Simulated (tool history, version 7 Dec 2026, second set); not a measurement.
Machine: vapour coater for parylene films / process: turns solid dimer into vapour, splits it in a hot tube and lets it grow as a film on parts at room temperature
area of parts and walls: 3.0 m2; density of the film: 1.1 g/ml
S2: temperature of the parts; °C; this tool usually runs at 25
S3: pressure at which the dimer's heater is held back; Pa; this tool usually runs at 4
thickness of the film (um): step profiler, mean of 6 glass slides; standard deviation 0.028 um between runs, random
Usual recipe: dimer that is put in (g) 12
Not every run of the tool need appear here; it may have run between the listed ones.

Run 1, hour 0: usual settings. Result: thickness of the film (um) 2.24.
Run 2, hour 16.4: usual settings. Result: thickness of the film (um) 2.24.
Run 3, hour 31: usual settings. Result: thickness of the film (um) 2.26.
Run 4, hour 47.9: usual settings but S3 8.42 Pa. Result: thickness of the film (um) 1.94.
Run 5, hour 61.8: usual settings but dimer that is put in (g) 20, S3 8.42 Pa. Result: thickness of the film (um) 3.19.
Run 6, hour 73.9: usual settings but dimer that is put in (g) 14, S3 8.42 Pa. Result: thickness of the film (um) 2.28.
Run 7, hour 88.8: usual settings. Result: thickness of the film (um) 2.25.
Run 8, hour 104.5: usual settings. Result: thickness of the film (um) 2.27.
Run 9, hour 114.2: usual settings but S2 34 °C. Result: thickness of the film (um) 1.6.
Run 10, hour 127.4: usual settings. Result: thickness of the film (um) 2.25.
Run 11, hour 138.4: usual settings. Result: thickness of the film (um) 2.26.
Run 12, hour 148.4: usual settings. Result: thickness of the film (um) 2.23.
Run 13, hour 167.5: usual settings. Result: thickness of the film (um) 2.27.
Run 14, hour 186.2: usual settings. Result: thickness of the film (um) 2.22.
Run 15, hour 205.9: usual settings. Result: thickness of the film (um) 2.25.
Run 16, hour 225.3: usual settings. Result: thickness of the film (um) 2.22.
Run 17, hour 242.1: usual settings. Result: thickness of the film (um) 2.23.
Run 18, hour 256.8: usual settings. Result: thickness of the film (um) 2.19.
Run 19, hour 273.8: usual settings. Result: thickness of the film (um) 2.18.
Run 20, hour 298: usual settings. Result: thickness of the film (um) 2.18.
Run 21, hour 311.2: usual settings. Result: thickness of the film (um) 2.2.
Run 22, hour 328.3: usual settings. Result: thickness of the film (um) 2.15.
Run 23, hour 351.9: usual settings. Result: thickness of the film (um) 2.21.
Run 24, hour 367: usual settings. Result: thickness of the film (um) 2.14.
At hour 373: trap's valve overhauled.
Run 25, hour 386.9: usual settings but dimer that is put in (g) 6, S2 31 °C. Result: thickness of the film (um) 0.86.
Run 26, hour 397.7: usual settings but dimer that is put in (g) 15, S2 18 °C, S3 3.6 Pa. Result: thickness of the film (um) 3.43.
Run 27, hour 409.4: usual settings but dimer that is put in (g) 15, S2 28 °C, S3 9.16 Pa. Result: thickness of the film (um) 2.04.
At hour 429.1: trap's valve overhauled, once more.
Run 28, hour 430.9: usual settings but dimer that is put in (g) 15, S2 28 °C, S3 9.16 Pa. Result: thickness of the film (um) 2.28.
Run 29, hour 453.5: usual settings but S2 31 °C, S3 3.66 Pa. Result: thickness of the film (um) 1.97.
Run 30, hour 476.3: usual settings but S2 31 °C, S3 3.66 Pa. Result: thickness of the film (um) 1.93.
Run 31, hour 498.5: usual settings but S2 17 °C, S3 8.51 Pa. Result: thickness of the film (um) 2.75.
Run 32, hour 521.6: usual settings but S2 17 °C, S3 8.51 Pa. Result: thickness of the film (um) 2.77.
Run 33, hour 535.9: usual settings but S2 17 °C, S3 8.51 Pa. Result: thickness of the film (um) 2.72.
Run 34, hour 558.4: usual settings but dimer that is put in (g) 8, S2 20 °C, S3 6.08 Pa. Result: thickness of the film (um) 1.75.
Run 35, hour 571.9: usual settings but S2 31 °C, S3 7.47 Pa. Result: thickness of the film (um) 1.72.
Run 36, hour 589.7: usual settings but dimer that is put in (g) 5, S2 35 °C, S3 3.48 Pa. Result: thickness of the film (um) 0.7.
Run 37, hour 610.8: usual settings but dimer that is put in (g) 5, S2 35 °C, S3 3.48 Pa. Result: thickness of the film (um) 0.69.
Run 38, hour 622.8: usual settings but dimer that is put in (g) 5, S2 35 °C, S3 3.48 Pa. Result: thickness of the film (um) 0.73.
Run 39, hour 642.6: usual settings but dimer that is put in (g) 8. Result: thickness of the film (um) 1.58.
Run 40, hour 663.8: usual settings but dimer that is put in (g) 7, S3 2.36 Pa. Result: thickness of the film (um) 1.48.
Run 41, hour 680.1: usual settings but S2 35 °C. Result: thickness of the film (um) 1.64.
Run 42, hour 698.3: usual settings but S2 35 °C. Result: thickness of the film (um) 1.65.
Run 43, hour 721.2: usual settings but S3 6.25 Pa. Result: thickness of the film (um) 2.16.
Run 44, hour 732.6: usual settings but dimer that is put in (g) 13, S3 6.27 Pa. Result: thickness of the film (um) 2.3.
Run 45, hour 752.6: usual settings but dimer that is put in (g) 13, S3 6.27 Pa. Result: thickness of the film (um) 2.31.
Run 46, hour 771.3: usual settings but dimer that is put in (g) 21, S3 2.5 Pa. Result: thickness of the film (um) 4.43.
Run 47, hour 790.5: usual settings but dimer that is put in (g) 8, S2 28 °C. Result: thickness of the film (um) 1.43.

Had the tool no unlogged condition, and each run kept its random variation, what would the results have been?
What the log doesn't record here: vapour lost through the trap's worn valve, %; true temperature of the parts over the reading, C; drift of the gauge itself on film_um, %.
run  thickness of the film (um)
  1                        2.35
  2                        2.36
  3                        2.38
  4                        2.05
  5                        3.37
  6                        2.41
  7                        2.39
  8                        2.41
  9                         1.7
 10                        2.39
 11                         2.4
 12                        2.37
 13                        2.41
 14                        2.36
 15                        2.41
 16                        2.38
 17                        2.38
 18                        2.35
 19                        2.35
 20                        2.35
 21                        2.37
 22                        2.32
 23                        2.38
 24                        2.32
 25                        0.96
 26                        3.84
 27                        2.28
 28                        2.27
 29                        1.97
 30                        1.94
 31                        2.76
 32                        2.78
 33                        2.74
 34                        1.76
 35                        1.74
 36                         0.7
 37                         0.7
 38                        0.74
 39                         1.6
 40                         1.5
 41                        1.66
 42                        1.68
 43                         2.2
 44                        2.34
 45                        2.36
 46                        4.53
 47                        1.46
